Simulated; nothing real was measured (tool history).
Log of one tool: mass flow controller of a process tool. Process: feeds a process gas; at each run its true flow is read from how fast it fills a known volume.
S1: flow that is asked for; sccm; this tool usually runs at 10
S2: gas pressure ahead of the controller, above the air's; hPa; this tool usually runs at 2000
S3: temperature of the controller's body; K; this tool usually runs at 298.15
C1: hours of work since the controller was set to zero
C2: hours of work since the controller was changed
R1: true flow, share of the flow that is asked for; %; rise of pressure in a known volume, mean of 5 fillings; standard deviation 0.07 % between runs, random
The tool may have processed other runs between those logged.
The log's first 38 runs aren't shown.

Run 39, hour 13710.5: usual settings but S1 6 sccm, S3 305.15 K; C1 4259; C2 10770. Result: R1 100.56 %.
At hour 13856.7: controller exchanged for a calibrated one.
Run 40, hour 13975.3: usual settings but S1 4 sccm, S2 2590 hPa, S3 302.15 K; C1 64; C2 64. Result: R1 98.68 %.
Run 41, hour 14272.4: usual settings but S1 4 sccm, S2 2590 hPa, S3 302.15 K; C1 223; C2 223. Result: R1 98.51 %.
Run 42, hour 14591.8: usual settings but S1 4 sccm, S2 2590 hPa, S3 302.15 K; C1 395; C2 395. Result: R1 98.53 %.
Run 43, hour 15038.9: usual settings but S1 16 sccm, S2 1570 hPa; C1 635; C2 635. Result: R1 99.44 %.
Run 44, hour 15425.5: usual settings but S1 11 sccm, S2 1570 hPa, S3 306.15 K; C1 842; C2 842. Result: R1 98.30 %.
Run 45, hour 15664.1: usual settings but S1 15 sccm, S2 2050 hPa, S3 297.15 K; C1 970; C2 970. Result: R1 99.81 %.
Run 46, hour 15883.7: usual settings but S3 295.15 K; C1 1088; C2 1088. Result: R1 99.51 %.
Run 47, hour 16179.9: usual settings but S3 295.15 K; C1 1247; C2 1247. Result: R1 99.56 %.
Run 48, hour 16428.2: usual settings but S3 295.15 K; C1 1381; C2 1381. Result: R1 99.47 %.
Run 49, hour 16788.2: usual settings but S1 8 sccm, S2 1650 hPa; C1 1574; C2 1574. Result: R1 98.87 %.

Each row is a separate what-if for the run after 49, all from the same tool condition, not one after another. Results?
Run A, hour 17083.1: usual settings but S1 8 sccm, S2 1770 hPa, S3 296.15 K; C1 1732; C2 1732. Result: R1 ?.
Run B, hour 17083.1: usual settings but S1 14 sccm; C1 1732; C2 1732. Result: R1 ?.
Run C, hour 17083.1: usual settings but S1 7 sccm, S2 2560 hPa, S3 305.15 K; C1 1732; C2 1732. Result: R1 ?.

run     R1
  A  99.03
  B  99.85
  C  98.82
Without the tool's hidden state the same runs would have given:
run     R1
  A  98.85
  B  99.54
  C  98.68
